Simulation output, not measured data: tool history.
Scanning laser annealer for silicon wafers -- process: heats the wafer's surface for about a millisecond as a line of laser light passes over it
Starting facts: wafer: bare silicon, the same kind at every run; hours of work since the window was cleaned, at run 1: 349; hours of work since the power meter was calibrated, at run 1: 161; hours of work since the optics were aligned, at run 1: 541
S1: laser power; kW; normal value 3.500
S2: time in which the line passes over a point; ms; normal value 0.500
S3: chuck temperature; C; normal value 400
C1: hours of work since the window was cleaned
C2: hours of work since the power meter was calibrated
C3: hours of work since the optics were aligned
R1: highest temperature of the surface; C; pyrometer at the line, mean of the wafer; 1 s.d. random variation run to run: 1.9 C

run     day     S1     S2   S3   C1   C2   C3    R1
  1   0.000  3.500  0.500  400  349  161  541  1133
  2   0.917  3.500  0.500  400  363  175  555  1129
  3   2.600  3.500  0.500  400  390  202  582  1128
  4   4.754  3.500  0.500  400  424  236  616  1131
  5   6.379  3.500  0.500  400  449  261  641  1127
  6   7.829  3.500  0.500  400  472  284  664  1127
      8.179  -- optics aligned, line set to its width
  7   9.279  3.500  0.500  400  492  304   17  1121
     11.492  -- optics aligned, line set to its width, once more
  8  11.542  3.500  0.500  400  524  336    1  1137
  9  13.021  3.093  0.500  400  547  359   24  1034
 10  14.654  3.528  0.423  426  573  385   50  1118
 11  16.521  3.632  0.585  388  603  414   79  1217
 12  18.346  3.632  0.585  388  631  443  108  1212
     19.483  -- window over the wafer cleaned
 13  19.871  3.673  0.560  434    6  466  131  1271
 14  21.638  3.739  0.500  363   34  494  159  1179
 15  23.700  3.500  0.356  413   66  526  191  1055
 16  25.062  3.500  0.500  437   88  548  213  1184
 17  25.975  3.306  0.362  375  102  562  227   977

3 options for the next run, each taken on its own from the tool as it stands now. Forecast them:
  A  28.150  3.740  0.500  400  137  597  261   ?
  B  28.150  3.142  0.549  375  137  597  261   ?
  C  28.150  3.503  0.362  375  137  597  261   ?

run    R1
  A  1206
  B  1061
  C  1020
Without the tool's unlogged condition, the same runs would have read:
run    R1
  A  1222
  B  1074
  C  1033
